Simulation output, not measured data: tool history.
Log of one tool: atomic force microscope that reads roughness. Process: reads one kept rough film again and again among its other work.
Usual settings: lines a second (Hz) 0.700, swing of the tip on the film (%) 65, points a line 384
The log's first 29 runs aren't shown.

run	hour	lines a second (Hz)	swing of the tip on the film (%)	points a line	pictures with this tip	hours of work since the height scale was calibrated	roughness of the kept film (nm (root mean square))
30	402.0	2.600	65	875	175	310	3.238
31	416.0	2.075	65	1010	191	316	3.237
32	435.0	2.075	65	1010	214	324	3.265
33	448.1	2.075	65	1010	229	329	3.251
# hour 466.5: new tip fitted
34	468.0	0.593	65	384	2	337	3.350
35	479.2	0.593	65	384	15	342	3.362
36	491.7	0.700	88	765	30	347	3.235
37	508.5	1.442	62	263	50	354	3.302
38	528.9	1.804	65	388	74	362	3.288
39	542.4	1.804	65	388	89	368	3.280
40	562.5	1.804	65	388	113	376	3.245
41	571.0	1.103	65	409	123	380	3.325
42	587.0	1.103	63	654	142	386	3.302
43	607.6	1.103	63	654	166	395	3.323
44	621.3	0.859	76	455	182	401	3.304
45	638.4	0.859	76	455	202	408	3.276
46	649.7	0.700	65	800	215	412	3.330
47	668.6	2.381	64	274	238	420	3.231
# hour 679.2: new tip fitted
48	689.2	2.916	74	274	11	428	3.099
49	705.8	0.700	65	468	31	435	3.355
50	714.8	0.700	62	605	41	439	3.357
51	728.1	0.700	58	605	57	445	3.364
52	737.8	1.769	63	388	68	449	3.308
53	750.8	3.923	89	277	84	454	2.679

Forecast each of these 4 alternatives for the next run:
A	762.9	0.976	65	384	98	459	?
B	762.9	3.923	89	649	98	459	?
C	762.9	1.357	89	277	98	459	?
D	762.9	2.326	77	315	98	459	?

run	roughness of the kept film (nm (root mean square))
A	3.340
B	2.679
C	3.101
D	3.088
Without the tool's hidden state the same runs would have given:
run	roughness of the kept film (nm (root mean square))
A	3.345
B	2.683
C	3.105
D	3.092
